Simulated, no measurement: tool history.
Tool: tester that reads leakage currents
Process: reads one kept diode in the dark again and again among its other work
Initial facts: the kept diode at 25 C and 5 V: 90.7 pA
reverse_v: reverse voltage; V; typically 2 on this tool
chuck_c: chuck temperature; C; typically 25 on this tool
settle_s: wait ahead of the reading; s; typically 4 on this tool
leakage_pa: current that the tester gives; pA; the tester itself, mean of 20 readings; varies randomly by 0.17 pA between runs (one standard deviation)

{"run": 1, "hour": 0.0, "reverse_v": 2, "chuck_c": 25, "settle_s": 4, "leakage_pa": 52.83}
{"run": 2, "hour": 115.0, "reverse_v": 2, "chuck_c": 60, "settle_s": 4, "leakage_pa": 773.35}
{"run": 3, "hour": 324.3, "reverse_v": 1.36, "chuck_c": 60, "settle_s": 4, "leakage_pa": 620.08}
{"run": 4, "hour": 512.9, "reverse_v": 1.36, "chuck_c": 60, "settle_s": 4, "leakage_pa": 610.32}
{"run": 5, "hour": 692.2, "reverse_v": 1.36, "chuck_c": 60, "settle_s": 4, "leakage_pa": 632.71}
{"run": 6, "hour": 867.5, "reverse_v": 2, "chuck_c": 25, "settle_s": 4, "leakage_pa": 53.7}
{"run": 7, "hour": 1090.3, "reverse_v": 2, "chuck_c": 25, "settle_s": 4, "leakage_pa": 53.73}
{"run": 8, "hour": 1323.6, "reverse_v": 2, "chuck_c": 25, "settle_s": 4, "leakage_pa": 53.2}
{"run": 9, "hour": 1534.6, "reverse_v": 2, "chuck_c": 25, "settle_s": 4, "leakage_pa": 51.16}
{"run": 10, "hour": 1666.6, "reverse_v": 2, "chuck_c": 25, "settle_s": 4.65, "leakage_pa": 51.01}
{"run": 11, "hour": 1769.0, "reverse_v": 2, "chuck_c": 25, "settle_s": 4.65, "leakage_pa": 50.67}
{"run": 12, "hour": 1890.8, "reverse_v": 2.41, "chuck_c": 25, "settle_s": 4.65, "leakage_pa": 56.1}
{"run": 13, "hour": 1996.3, "reverse_v": 3.71, "chuck_c": 21, "settle_s": 4, "leakage_pa": 50.35}
{"run": 14, "hour": 2141.6, "reverse_v": 1.03, "chuck_c": 21, "settle_s": 8.72, "leakage_pa": 26.99}
{"run": 15, "hour": 2320.1, "reverse_v": 1.03, "chuck_c": 21, "settle_s": 8.72, "leakage_pa": 26.95}
{"run": 16, "hour": 2524.5, "reverse_v": 1.03, "chuck_c": 21, "settle_s": 8.72, "leakage_pa": 26.71}
{"run": 17, "hour": 2655.8, "reverse_v": 5.49, "chuck_c": 25, "settle_s": 1.55, "leakage_pa": 95.49}
{"run": 18, "hour": 2835.4, "reverse_v": 5.49, "chuck_c": 25, "settle_s": 1.55, "leakage_pa": 95.68}
{"run": 19, "hour": 2995.7, "reverse_v": 5.49, "chuck_c": 25, "settle_s": 1.55, "leakage_pa": 95.3}
{"run": 20, "hour": 3126.8, "reverse_v": 5.07, "chuck_c": 49, "settle_s": 2.65, "leakage_pa": 584.39}
{"run": 21, "hour": 3286.1, "reverse_v": 5.07, "chuck_c": 49, "settle_s": 2.65, "leakage_pa": 584.63}
{"run": 22, "hour": 3397.9, "reverse_v": 4.75, "chuck_c": 23, "settle_s": 4, "leakage_pa": 72.81}
{"run": 23, "hour": 3540.5, "reverse_v": 4.75, "chuck_c": 25, "settle_s": 4, "leakage_pa": 82.19}

Between the runs listed above, the log contained 4 entries, not reproduced here. Where in the sequence does each belong, and how does what the log doesn't record of the tool's condition differ from the listed run before to the listed run after?
Runs 4 to 5: chuck's temperature calibrated (hour 568.7)
  stray current of the dirty probe card, pA a volt: 0.49 -> 0.56; current scale over the true one, %: -1.18 -> -1.27; true chuck temperature over the reading, C: -0.74 -> -0.29
  measured less the result without the state, leakage_pa: -38.74 -> -20.04 pA
Runs 8 to 9: probe card cleaned and baked (hour 1423.2)
  stray current of the dirty probe card, pA a volt: 0.812 -> 0.076; current scale over the true one, %: -1.56 -> -1.66; true chuck temperature over the reading, C: -0.59 -> -0.69
  measured less the result without the state, leakage_pa: -1.95 -> -3.92 pA
Runs 13 to 14: chuck's temperature calibrated (hour 2067.7)
  stray current of the dirty probe card, pA a volt: 0.264 -> 0.324; current scale over the true one, %: -1.89 -> -1.96; true chuck temperature over the reading, C: -0.91 -> 0.07
  measured less the result without the state, leakage_pa: -4.26 -> -0.05 pA
Runs 22 to 23: probe card cleaned and baked (hour 3423.5)
  stray current of the dirty probe card, pA a volt: 0.823 -> 0.063; current scale over the true one, %: -2.56 -> -2.63; true chuck temperature over the reading, C: -0.5 -> -0.57
  measured less the result without the state, leakage_pa: -1.26 -> -6.22 pA
